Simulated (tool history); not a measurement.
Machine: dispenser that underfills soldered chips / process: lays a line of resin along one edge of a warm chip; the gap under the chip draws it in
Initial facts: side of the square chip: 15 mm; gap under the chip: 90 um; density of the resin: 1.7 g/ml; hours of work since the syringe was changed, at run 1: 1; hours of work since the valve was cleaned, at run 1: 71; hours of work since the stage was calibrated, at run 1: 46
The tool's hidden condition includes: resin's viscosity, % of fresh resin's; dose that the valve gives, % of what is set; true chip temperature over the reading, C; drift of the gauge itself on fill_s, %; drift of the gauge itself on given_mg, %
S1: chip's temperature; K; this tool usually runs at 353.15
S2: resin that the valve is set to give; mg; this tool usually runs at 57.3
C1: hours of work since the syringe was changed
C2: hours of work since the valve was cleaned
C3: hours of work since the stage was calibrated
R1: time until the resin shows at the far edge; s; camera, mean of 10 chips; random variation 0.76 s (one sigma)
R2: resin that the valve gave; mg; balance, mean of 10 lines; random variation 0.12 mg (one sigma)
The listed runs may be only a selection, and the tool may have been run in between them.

run	hour	S1	S2	C1	C2	C3	R1	R2
1	0	353.15	57.3	1	71	46	72.4	56.01
2	4.5	348.15	57.3	4	74	49	106.4	55.95
# hour 8: new syringe of resin
# hour 9.4: dispensing valve cleaned and set on the balance
3	10.4	348.15	57.3	1	1	53	88.7	57.19
4	13.4	353.15	57.3	3	3	55	81.2	57.37
5	16.1	353.15	58.5	5	4	56	89.7	58.43
# hour 18.5: new syringe of resin
6	20.2	367.15	57.3	1	7	59	46.5	57.46
7	23.3	367.15	57.3	3	9	61	52.4	57.33
# hour 27.8: new syringe of resin
8	28.3	367.15	57.3	0	12	64	44.7	57.18
9	32.5	367.15	57.3	3	15	67	52.3	56.97
10	35.8	353.15	63.1	5	17	69	91.2	62.97
# hour 37.2: new syringe of resin
11	39.8	353.15	55.2	2	20	72	76.9	55
12	44.5	340.15	57.3	5	23	75	144.2	56.8
# hour 46.5: new syringe of resin
13	47.6	340.15	57.3	1	25	77	116.8	57.01
14	49.7	340.15	57.3	2	26	78	126.3	56.74
15	52	339.15	57.3	4	28	80	143.1	56.84
16	54.3	339.15	57.3	5	30	81	154.8	56.7
# hour 55.9: new syringe of resin
17	57.4	339.15	49.1	1	31	83	130.7	48.66
18	61	339.15	49.1	3	34	86	147.6	48.7
19	64.5	355.15	65.5	6	36	88	92.5	65.05
# hour 65.2: new syringe of resin
20	68.4	357.15	54	2	39	90	68.8	53.2
21	71.9	365.15	56.5	5	41	93	60.2	56.15
# hour 74.5: new syringe of resin
22	75.5	351.15	66.4	1	43	95	77.2	65.63

For run 23, what comes out?
23	78.6	351.15	66.4	3	45	97	?	?

Run 23 came out at R1 84.8 s, R2 65.77 mg.
Take away the tool's hidden state, keep the run-to-run variation as it was, and the same run would have given R1 72.1 s, R2 66.63 mg.
